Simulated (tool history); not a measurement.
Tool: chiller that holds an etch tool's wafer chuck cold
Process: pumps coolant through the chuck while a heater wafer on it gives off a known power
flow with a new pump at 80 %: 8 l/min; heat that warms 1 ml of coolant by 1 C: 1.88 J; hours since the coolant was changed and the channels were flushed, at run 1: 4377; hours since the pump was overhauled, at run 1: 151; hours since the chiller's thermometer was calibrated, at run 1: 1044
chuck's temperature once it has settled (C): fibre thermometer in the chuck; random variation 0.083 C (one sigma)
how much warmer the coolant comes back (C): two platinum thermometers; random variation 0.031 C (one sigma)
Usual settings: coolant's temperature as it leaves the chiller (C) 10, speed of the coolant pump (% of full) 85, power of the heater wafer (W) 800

run,hour,coolant's temperature as it leaves the chiller (C),speed of the coolant pump (% of full),power of the heater wafer (W),hours since the coolant was changed and the channels were flushed,hours since the pump was overhauled,hours since the chiller's thermometer was calibrated,chuck's temperature once it has settled (C),how much warmer the coolant comes back (C)
1,0.0,10,85,800,4377,151,1044,16.16,2.99
2,29.0,10,85,800,4405,180,1073,16.17,2.97
3,45.3,10,85,800,4422,196,1090,16.08,2.96
4,80.2,10,69,800,4457,231,1124,17.49,3.75
5,107.1,10,69,800,4484,258,1151,17.51,3.83
6,124.9,10,69,800,4501,276,1169,17.31,3.77
7,149.1,15,75,800,4526,300,1193,21.93,3.47
8,182.5,10,64,796,4559,333,1227,17.97,4.02
9,213.1,16,85,467,4590,364,1257,19.57,1.74
10,231.0,16,85,467,4608,382,1275,19.56,1.72
11,255.8,16,85,467,4632,407,1300,19.43,1.73
12,290.4,12,73,800,4667,441,1335,19.15,3.54

3 ways to go on from here, each from the tool as it stands after run 12. What would each give?
A,322.2,12,99,601,4699,473,1366,?,?
B,322.2,14,85,707,4699,473,1366,?,?
C,322.2,10,85,597,4699,473,1366,?,?

run,chuck's temperature once it has settled (C),how much warmer the coolant comes back (C)
A,15.97,1.88
B,19.33,2.64
C,14.53,2.23
Without the tool's hidden state the same runs would have given:
run,chuck's temperature once it has settled (C),how much warmer the coolant comes back (C)
A,15.90,1.87
B,19.20,2.63
C,14.44,2.22

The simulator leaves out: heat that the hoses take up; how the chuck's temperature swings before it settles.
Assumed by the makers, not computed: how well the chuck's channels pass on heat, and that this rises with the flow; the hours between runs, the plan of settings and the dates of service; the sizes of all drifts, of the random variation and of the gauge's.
